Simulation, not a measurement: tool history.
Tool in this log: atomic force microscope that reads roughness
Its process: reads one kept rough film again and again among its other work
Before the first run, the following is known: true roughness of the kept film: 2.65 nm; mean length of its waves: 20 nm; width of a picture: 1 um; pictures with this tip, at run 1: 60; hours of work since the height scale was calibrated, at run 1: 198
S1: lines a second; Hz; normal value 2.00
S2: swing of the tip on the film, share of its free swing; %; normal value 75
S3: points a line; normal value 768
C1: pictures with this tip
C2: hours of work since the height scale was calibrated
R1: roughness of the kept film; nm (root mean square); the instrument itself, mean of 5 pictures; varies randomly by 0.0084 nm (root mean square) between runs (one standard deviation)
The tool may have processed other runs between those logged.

run	hour	S1	S2	S3	C1	C2	R1
1	0.0	2.00	75	768	60	198	1.544
2	10.3	2.00	76	768	73	204	1.489
3	20.3	2.00	56	768	85	209	1.578
4	31.4	3.38	75	768	98	215	1.310
# hour 44.3: new tip fitted
5	51.5	3.38	75	768	8	226	1.649
6	62.0	3.38	75	768	21	232	1.599
7	81.7	3.38	75	768	46	243	1.501
8	93.5	3.38	75	768	60	250	1.448
9	112.6	1.28	88	925	84	260	1.441
10	130.5	1.28	88	925	106	270	1.369
# hour 137.8: new tip fitted
11	150.6	2.00	55	768	16	281	1.933
12	167.9	2.00	55	768	37	291	1.822

Estimate the outcome of run 13 from the log above:
13	185.4	2.00	55	768	58	300	?

{"run 13": {"R1": 1.723}}
The same run, on a tool lacking any hidden state, would have yielded R1 2.003 nm (root mean square).
